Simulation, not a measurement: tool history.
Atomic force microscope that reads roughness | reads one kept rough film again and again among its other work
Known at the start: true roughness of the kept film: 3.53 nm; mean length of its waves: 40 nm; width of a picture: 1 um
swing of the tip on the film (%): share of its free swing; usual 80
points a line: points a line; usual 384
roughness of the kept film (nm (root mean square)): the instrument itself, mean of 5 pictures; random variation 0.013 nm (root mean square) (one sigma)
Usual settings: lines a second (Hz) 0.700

run	day	lines a second (Hz)	swing of the tip on the film (%)	points a line	roughness of the kept film (nm (root mean square))
1	0.000	0.700	80	384	3.089
2	0.221	0.700	80	384	3.108
3	0.517	0.700	80	384	3.076
4	0.758	0.700	80	384	3.086
5	1.146	0.700	80	384	3.035
6	1.421	3.577	80	384	2.550
7	1.862	0.700	66	384	3.133
8	2.321	0.700	80	384	3.024
9	2.675	0.700	80	384	3.033
10	3.129	0.700	80	384	3.016
11	3.592	0.691	80	384	3.004
12	3.954	0.700	80	384	3.008
13	4.288	0.700	80	384	2.970
14	4.612	0.578	78	535	3.008
# day 4.696: height scale calibrated on a step standard
15	5.038	3.592	75	570	2.563
16	5.508	3.592	73	839	2.593
# day 5.892: height scale calibrated on a step standard, once more
17	5.971	3.592	73	839	2.607
# day 6.067: new tip fitted
18	6.283	1.266	63	293	3.172
19	6.758	1.604	76	293	2.993
20	7.042	1.604	76	293	2.991
21	7.500	3.584	67	479	2.878
22	7.808	0.700	80	379	3.110
23	8.279	1.015	88	816	2.902
24	8.483	0.578	88	617	3.053
25	8.892	0.517	80	674	3.115

3 ways to go on from here, each from the tool as it stands after run 25. What would each give?
A	9.175	0.700	75	384	?
B	9.175	0.700	67	922	?
C	9.175	1.441	57	613	?

run	roughness of the kept film (nm (root mean square))
A	3.079
B	3.145
C	3.135
Without the tool's hidden state the same runs would have given:
run	roughness of the kept film (nm (root mean square))
A	3.183
B	3.251
C	3.241

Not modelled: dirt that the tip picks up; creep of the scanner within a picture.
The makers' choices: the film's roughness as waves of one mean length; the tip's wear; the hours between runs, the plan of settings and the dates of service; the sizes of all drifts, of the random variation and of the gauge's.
